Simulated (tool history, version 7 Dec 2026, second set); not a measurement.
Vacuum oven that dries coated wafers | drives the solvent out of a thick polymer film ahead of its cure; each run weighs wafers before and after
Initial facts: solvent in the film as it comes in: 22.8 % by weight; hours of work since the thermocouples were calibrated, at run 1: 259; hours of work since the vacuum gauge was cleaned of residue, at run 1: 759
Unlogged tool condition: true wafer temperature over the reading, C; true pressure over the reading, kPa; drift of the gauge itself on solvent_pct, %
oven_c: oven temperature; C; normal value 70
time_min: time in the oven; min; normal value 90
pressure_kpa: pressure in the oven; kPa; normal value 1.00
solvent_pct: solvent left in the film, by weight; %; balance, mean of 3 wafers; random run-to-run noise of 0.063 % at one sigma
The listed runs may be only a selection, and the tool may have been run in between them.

run   hour  oven_c  time_min  pressure_kpa  hours of work since the thermocouples were calibrated  hours of work since the vacuum gauge was cleaned of residue  solvent_pct
  1    0.0      70        90          1.00                                                    259                                                          759         3.70
  2   31.6      70        90          1.00                                                    277                                                          777         3.58
  3   64.6      70        90          1.00                                                    297                                                          797         3.54
  4   94.0      70        90          1.00                                                    314                                                          814         3.61
  5  126.6      70        90          1.00                                                    333                                                          834         3.66
  6  158.1      70        90          1.81                                                    352                                                          852         3.74
  7  188.2      59        90          1.00                                                    370                                                          870         9.89
  8  209.9      70        90          1.00                                                    383                                                          883         3.62
     214.1  -- oven's thermocouples calibrated
  9  246.9      70        90          1.00                                                     19                                                          903         3.40
 10  274.7      70        90          1.00                                                     36                                                          920         3.24
     301.2  -- oven's thermocouples calibrated, once more
 11  305.0      70        65          1.00                                                      2                                                          937         5.96
 12  320.4      70        90          1.00                                                     11                                                          946         4.06
 13  342.2      70       143          3.44                                                     24                                                          959         3.04
 14  375.3      70        48          1.06                                                     44                                                          978         8.14
 15  389.5      70        48          1.06                                                     52                                                          986         7.93
 16  413.3      63        48          2.90                                                     66                                                         1001        12.64
 17  439.4      63        48          2.90                                                     82                                                         1016        12.19
 18  457.6      63        48          2.90                                                     92                                                         1027        12.23
 19  485.8      63        88          0.93                                                    109                                                         1043         8.08
 20  501.4      80        86          0.93                                                    118                                                         1053         0.86
 21  522.3      70        90          0.78                                                    131                                                         1065         3.89
 22  554.6      70        90          0.78                                                    150                                                         1084         3.88
 23  586.9      58       138          1.00                                                    169                                                         1103         8.19
 24  619.3      57        90          1.00                                                    188                                                         1122        11.24

Here are 5 independent what-if runs from the current tool condition. What would each one return?
  A  645.1      70        60          1.32                                                    203                                                         1137            ?
  B  645.1      57        61          0.53                                                    203                                                         1137            ?
  C  645.1      64        69          2.96                                                    203                                                         1137            ?
  D  645.1      68       112          1.80                                                    203                                                         1137            ?
  E  645.1      71        90          1.00                                                    203                                                         1137            ?

run  solvent_pct
  A         6.54
  B        13.15
  C         9.76
  D         4.13
  E         3.46
Without the tool's unlogged condition, the same runs would have read:
run  solvent_pct
  A         6.57
  B        13.14
  C         9.78
  D         4.09
  E         3.43
